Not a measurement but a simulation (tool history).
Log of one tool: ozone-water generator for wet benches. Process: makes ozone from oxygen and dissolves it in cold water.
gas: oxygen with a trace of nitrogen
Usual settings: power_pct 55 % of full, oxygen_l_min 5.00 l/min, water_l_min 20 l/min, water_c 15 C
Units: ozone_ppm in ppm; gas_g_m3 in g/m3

| run | hour | power_pct | oxygen_l_min | water_l_min | water_c | ozone_ppm | gas_g_m3 |
|---|---|---|---|---|---|---|---|
| 1 | 0.0 | 55 | 5.00 | 20 | 15 | 24.1 | 200.2 |
| 2 | 220.6 | 55 | 5.00 | 20 | 15 | 23.9 | 198.1 |
| 3 | 325.6 | 55 | 5.00 | 20 | 15 | 23.5 | 197.1 |
| 4 | 437.9 | 55 | 5.00 | 20 | 15 | 23.6 | 196.0 |
| 5 | 657.8 | 55 | 5.00 | 20 | 15 | 23.7 | 196.7 |
| 6 | 789.3 | 94 | 5.00 | 20 | 15 | 36.8 | 306.1 |
| 7 | 942.6 | 94 | 5.00 | 20 | 15 | 36.7 | 304.2 |
| 8 | 1075.9 | 94 | 5.00 | 20 | 15 | 37.0 | 302.6 |
| 9 | 1261.1 | 55 | 5.00 | 20 | 15 | 23.5 | 193.2 |
| 10 | 1407.4 | 55 | 5.00 | 20 | 15 | 23.5 | 195.6 |
| 11 | 1602.3 | 55 | 5.00 | 20 | 15 | 23.3 | 192.3 |
| 12 | 1741.9 | 55 | 5.00 | 20 | 15 | 23.4 | 194.2 |
| 13 | 1884.7 | 55 | 5.00 | 20 | 15 | 23.0 | 192.4 |
| 14 | 2038.3 | 58 | 5.00 | 20 | 15 | 24.0 | 200.1 |
| 15 | 2219.4 | 58 | 5.00 | 20 | 8 | 26.2 | 201.0 |
| 16 | 2368.4 | 58 | 5.00 | 20 | 8 | 26.0 | 200.5 |
| 17 | 2503.0 | 55 | 8.59 | 20 | 8 | 24.5 | 140.2 |
| 18 | 2658.5 | 55 | 8.59 | 20 | 8 | 24.7 | 139.5 |
| 19 | 2774.5 | 55 | 8.59 | 20 | 8 | 24.1 | 138.7 |
| 20 | 2939.6 | 55 | 5.00 | 20 | 16 | 21.8 | 191.2 |
| 21 | 3151.5 | 55 | 5.00 | 20 | 16 | 22.2 | 190.6 |
| 22 | 3284.4 | 55 | 5.00 | 20 | 16 | 21.8 | 187.7 |
| 23 | 3445.0 | 44 | 5.00 | 20 | 9 | 19.7 | 157.7 |
| 24 | 3640.8 | 67 | 5.00 | 20 | 9 | 27.5 | 215.6 |
| 25 | 3862.2 | 67 | 5.00 | 20 | 9 | 29.6 | 217.6 |
| 26 | 3976.3 | 92 | 5.00 | 21 | 10 | 35.5 | 280.5 |
| 27 | 4078.1 | 92 | 3.27 | 31 | 7 | 25.1 | 355.1 |
| 28 | 4170.5 | 55 | 5.00 | 17 | 15 | 26.0 | 186.0 |
| 29 | 4359.3 | 83 | 5.00 | 24 | 15 | 27.9 | 255.5 |
| 30 | 4532.2 | 83 | 5.00 | 24 | 15 | 27.9 | 252.2 |
| 31 | 4689.5 | 47 | 6.74 | 13 | 15 | 25.4 | 139.1 |
| 32 | 4851.6 | 91 | 5.00 | 28 | 15 | 26.3 | 269.7 |

Taken out of this log: 2 entries between the listed runs. Where each belongs, and how the hidden state differs across it:
Between runs 18 and 19: contactor cleaned (hour 2682.1)
  yield of the discharge, % of new electrodes': 86.9 -> 86.7; contactor's efficiency, % of a clean one's: 86 -> 81.3
  measured less the result without the state, ozone_ppm: -4.4 -> -5.0 ppm; gas_g_m3: -16.4 -> -16.5 g/m3
Between runs 24 and 25: contactor cleaned, once more (hour 3664.3)
  yield of the discharge, % of new electrodes': 85.3 -> 85; contactor's efficiency, % of a clean one's: 80 -> 99.1
  measured less the result without the state, ozone_ppm: -7.3 -> -5.2 ppm; gas_g_m3: -35.7 -> -37.0 g/m3
